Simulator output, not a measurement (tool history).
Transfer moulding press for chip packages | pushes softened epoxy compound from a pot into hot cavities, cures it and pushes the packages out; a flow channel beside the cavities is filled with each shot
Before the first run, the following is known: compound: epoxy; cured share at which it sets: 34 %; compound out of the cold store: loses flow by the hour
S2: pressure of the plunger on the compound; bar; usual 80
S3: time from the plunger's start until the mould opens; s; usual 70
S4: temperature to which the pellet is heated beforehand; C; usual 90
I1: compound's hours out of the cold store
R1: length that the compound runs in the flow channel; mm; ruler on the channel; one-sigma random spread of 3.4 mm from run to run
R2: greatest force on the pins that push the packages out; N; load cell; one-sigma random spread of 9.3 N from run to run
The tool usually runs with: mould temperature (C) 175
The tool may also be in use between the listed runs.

Run 1, hour 0: usual settings; I1 9.3. Result: R1 1001 mm, R2 434 N.
At hour 53.6: cavities cleaned with cleaning compound and waxed.
Run 2, hour 54.5: usual settings; I1 9.4. Result: R1 996 mm, R2 450 N.
Run 3, hour 93.6: usual settings but S4 82 C; I1 22.1. Result: R1 936 mm, R2 468 N.
At hour 107.4: cavities cleaned with cleaning compound and waxed.
At hour 114.2: plunger's sealing rings changed.
Run 4, hour 124.5: usual settings but S4 82 C; I1 31.5. Result: R1 901 mm, R2 419 N.
Run 5, hour 159.1: usual settings but S2 63 bar, S4 82 C; I1 36.2. Result: R1 789 mm, R2 444 N.
At hour 166.2: cavities cleaned with cleaning compound and waxed.
At hour 220.2: cavities cleaned with cleaning compound and waxed.
Run 6, hour 221.1: usual settings but mould temperature (C) 169; I1 31.2. Result: R1 910 mm, R2 613 N.
Run 7, hour 265.8: usual settings; I1 19.3. Result: R1 955 mm, R2 442 N.
At hour 278.8: cavities cleaned with cleaning compound and waxed.
Run 8, hour 310.5: usual settings; I1 10.1. Result: R1 999 mm, R2 442 N.
At hour 337: cavities cleaned with cleaning compound and waxed.
Run 9, hour 345.7: usual settings but S2 66.7 bar; I1 21.2. Result: R1 863 mm, R2 424 N.
At hour 391.2: cavities cleaned with cleaning compound and waxed.
Run 10, hour 391.5: usual settings but mould temperature (C) 172; I1 14.2. Result: R1 981 mm, R2 519 N.
At hour 404.2: mould's thermocouples calibrated.
At hour 406.7: plunger's sealing rings changed.
Run 11, hour 425: usual settings; I1 35.2. Result: R1 894 mm, R2 428 N.
At hour 455.3: cavities cleaned with cleaning compound and waxed.
Run 12, hour 475.1: usual settings; I1 25.9. Result: R1 923 mm, R2 426 N.
At hour 510.4: cavities cleaned with cleaning compound and waxed.
Run 13, hour 536.1: usual settings; I1 34.8. Result: R1 888 mm, R2 424 N.
At hour 566.5: cavities cleaned with cleaning compound and waxed.
Run 14, hour 566.5: usual settings; I1 21.2. Result: R1 948 mm, R2 424 N.
At hour 621.8: cavities cleaned with cleaning compound and waxed.
Run 15, hour 621.8: usual settings but mould temperature (C) 170, S2 70.1 bar; I1 8.9. Result: R1 941 mm, R2 605 N.
At hour 675.9: cavities cleaned with cleaning compound and waxed.
Run 16, hour 675.9: usual settings but mould temperature (C) 182, S2 91.9 bar, S3 62 s, S4 98 C; I1 17.3. Result: R1 1017 mm, R2 395 N.
At hour 698.4: plunger's sealing rings changed.
At hour 734: cavities cleaned with cleaning compound and waxed.
Run 17, hour 738.6: usual settings but mould temperature (C) 169, S2 92.1 bar, S3 62 s, S4 95 C; I1 16.4. Result: R1 1044 mm, R2 871 N.
Run 18, hour 765.2: usual settings but mould temperature (C) 173, S2 79.2 bar, S3 78 s, S4 84 C; I1 31.5. Result: R1 902 mm, R2 387 N.
At hour 791.4: cavities cleaned with cleaning compound and waxed.
Run 19, hour 824.6: usual settings but S4 87 C; I1 14.1. Result: R1 973 mm, R2 443 N.
At hour 850: cavities cleaned with cleaning compound and waxed.
Run 20, hour 855.8: usual settings but S4 87 C; I1 30.1. Result: R1 905 mm, R2 439 N.
Run 21, hour 888.9: usual settings but S4 87 C; I1 38.6. Result: R1 871 mm, R2 428 N.
At hour 908.8: cavities cleaned with cleaning compound and waxed.
Run 22, hour 949.3: usual settings but S2 89.4 bar, S3 98 s; I1 27.2. Result: R1 972 mm, R2 320 N.
At hour 964: cavities cleaned with cleaning compound and waxed.
At hour 988.2: plunger's sealing rings changed.
Run 23, hour 1003: usual settings but S2 69.9 bar, S3 98 s; I1 43.2. Result: R1 807 mm, R2 324 N.
At hour 1022.2: cavities cleaned with cleaning compound and waxed.
At hour 1054.9: mould's thermocouples calibrated.
Run 24, hour 1058.7: usual settings but S2 69.9 bar, S3 98 s; I1 11.6. Result: R1 926 mm, R2 311 N.
At hour 1080: cavities cleaned with cleaning compound and waxed.
Run 25, hour 1107.6: usual settings but mould temperature (C) 170, S2 97.8 bar, S3 98 s; I1 10. Result: R1 1116 mm, R2 324 N.
At hour 1134.5: cavities cleaned with cleaning compound and waxed.
Run 26, hour 1163.9: usual settings but mould temperature (C) 170, S2 97.8 bar, S3 98 s; I1 22. Result: R1 1049 mm, R2 337 N.

For run 27, what comes out?
At hour 1190: cavities cleaned with cleaning compound and waxed.
Run 27, hour 1203.6: usual settings but mould temperature (C) 170, S2 97.8 bar, S3 98 s; I1 17.9. Result: R1 ?, R2 ?.

R1: 1063 mm
R2: 345 N
Had the tool carried no hidden state, the very same run would have given R1 1064 mm, R2 342 N.
